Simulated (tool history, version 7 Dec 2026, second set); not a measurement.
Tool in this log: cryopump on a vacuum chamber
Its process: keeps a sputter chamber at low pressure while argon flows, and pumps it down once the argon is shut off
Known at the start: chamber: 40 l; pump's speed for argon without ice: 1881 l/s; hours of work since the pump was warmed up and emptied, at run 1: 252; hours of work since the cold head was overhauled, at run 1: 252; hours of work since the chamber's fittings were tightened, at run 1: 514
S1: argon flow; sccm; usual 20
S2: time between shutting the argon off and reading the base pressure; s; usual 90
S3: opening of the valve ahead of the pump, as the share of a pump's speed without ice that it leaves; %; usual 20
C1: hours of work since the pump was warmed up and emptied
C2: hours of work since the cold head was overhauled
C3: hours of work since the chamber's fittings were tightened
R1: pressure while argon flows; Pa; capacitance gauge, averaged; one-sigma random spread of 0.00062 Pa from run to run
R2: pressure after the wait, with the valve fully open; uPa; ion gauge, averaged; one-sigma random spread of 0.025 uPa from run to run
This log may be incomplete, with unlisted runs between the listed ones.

run 1 day=0 | S1=20 S2=90 S3=20 | C1=252 C2=252 C3=514 | R1=0.0918 R2=1.98
run 2 day=0.662 | S1=20 S2=90 S3=20 | C1=261 C2=261 C3=523 | R1=0.0932 R2=2.01
run 3 day=1.346 | S1=14 S2=90 S3=20 | C1=269 C2=269 C3=532 | R1=0.0644 R2=2.05
run 4 day=1.988 | S1=20 S2=90 S3=30 | C1=278 C2=278 C3=540 | R1=0.063 R2=2
run 5 day=2.538 | S1=20 S2=90 S3=30 | C1=285 C2=285 C3=547 | R1=0.0629 R2=2.03
run 6 day=3.012 | S1=12 S2=90 S3=20 | C1=291 C2=291 C3=553 | R1=0.0554 R2=2.11
run 7 day=3.567 | S1=20 S2=90 S3=19 | C1=298 C2=298 C3=560 | R1=0.0975 R2=2.01
run 8 day=4.108 | S1=20 S2=90 S3=19 | C1=305 C2=305 C3=567 | R1=0.0977 R2=2.06
run 9 day=4.525 | S1=20 S2=90 S3=19 | C1=310 C2=310 C3=573 | R1=0.0964 R2=2.1
run 10 day=5.129 | S1=20 S2=90 S3=19 | C1=318 C2=318 C3=580 | R1=0.0972 R2=2.13
run 11 day=5.758 | S1=20 S2=90 S3=19 | C1=326 C2=326 C3=589 | R1=0.0976 R2=2.16
run 12 day=6.562 | S1=20 S2=90 S3=20 | C1=337 C2=337 C3=599 | R1=0.0938 R2=2.15
run 13 day=7.154 | S1=20 S2=90 S3=20 | C1=344 C2=344 C3=607 | R1=0.0932 R2=2.11
run 14 day=7.712 | S1=20 S2=90 S3=20 | C1=352 C2=352 C3=614 | R1=0.0932 R2=2.16
run 15 day=8.208 | S1=20 S2=90 S3=24 | C1=358 C2=358 C3=620 | R1=0.0789 R2=2.17
run 16 day=8.783 | S1=20 S2=90 S3=24 | C1=365 C2=365 C3=628 | R1=0.0779 R2=2.25
run 17 day=9.475 | S1=20 S2=90 S3=24 | C1=374 C2=374 C3=636 | R1=0.0786 R2=2.24
run 18 day=10.067 | S1=20 S2=90 S3=24 | C1=382 C2=382 C3=644 | R1=0.0777 R2=2.28
run 19 day=10.471 | S1=33 S2=30 S3=24 | C1=387 C2=387 C3=649 | R1=0.1295 R2=4.05
run 20 day=11.258 | S1=33 S2=30 S3=24 | C1=397 C2=397 C3=660 | R1=0.1311 R2=4.05
run 21 day=12.133 | S1=33 S2=30 S3=24 | C1=409 C2=409 C3=671 | R1=0.1318 R2=4.15
run 22 day=12.604 | S1=33 S2=30 S3=24 | C1=415 C2=415 C3=677 | R1=0.1317 R2=4.11
run 23 day=13.171 | S1=26 S2=92 S3=39 | C1=422 C2=422 C3=684 | R1=0.0659 R2=2.3
run 24 day=14.054 | S1=26 S2=92 S3=39 | C1=434 C2=434 C3=696 | R1=0.066 R2=2.4
run 25 day=14.433 | S1=26 S2=92 S3=39 | C1=438 C2=438 C3=701 | R1=0.0663 R2=2.44
run 26 day=15.088 | S1=16 S2=257 S3=17 | C1=447 C2=447 C3=709 | R1=0.0884 R2=1.89
run 27 day=15.583 | S1=13 S2=50 S3=57 | C1=453 C2=453 C3=715 | R1=0.0235 R2=3.15
run 28 day=16.433 | S1=13 S2=58 S3=57 | C1=464 C2=464 C3=726 | R1=0.0235 R2=2.98
run 29 day=17.138 | S1=18 S2=163 S3=57 | C1=473 C2=473 C3=735 | R1=0.0333 R2=2.22
run 30 day=17.658 | S1=22 S2=45 S3=57 | C1=480 C2=480 C3=742 | R1=0.0403 R2=3.51
run 31 day=18.508 | S1=30 S2=239 S3=19 | C1=491 C2=491 C3=753 | R1=0.1498 R2=2.07
run 32 day=19.262 | S1=18 S2=23 S3=29 | C1=501 C2=501 C3=763 | R1=0.0603 R2=5.17
run 33 day=20.008 | S1=35 S2=108 S3=48 | C1=510 C2=510 C3=773 | R1=0.076 R2=2.48
run 34 day=20.692 | S1=24 S2=29 S3=48 | C1=519 C2=519 C3=781 | R1=0.0532 R2=4.54

Forecast each of these 3 alternatives for the next run:
run A day=21.588 | S1=20 S2=90 S3=24 | C1=531 C2=531 C3=793 | R1=? R2=?
run B day=21.588 | S1=20 S2=58 S3=47 | C1=531 C2=531 C3=793 | R1=? R2=?
run C day=21.588 | S1=8 S2=145 S3=34 | C1=531 C2=531 C3=793 | R1=? R2=?

run=A R1=0.0814 R2=2.69
run=B R1=0.0448 R2=3.21
run=C R1=0.0245 R2=2.38
Without the tool's hidden state the same runs would have given:
run=A R1=0.075 R2=1.03
run=B R1=0.0385 R2=1.53
run=C R1=0.022 R2=0.69

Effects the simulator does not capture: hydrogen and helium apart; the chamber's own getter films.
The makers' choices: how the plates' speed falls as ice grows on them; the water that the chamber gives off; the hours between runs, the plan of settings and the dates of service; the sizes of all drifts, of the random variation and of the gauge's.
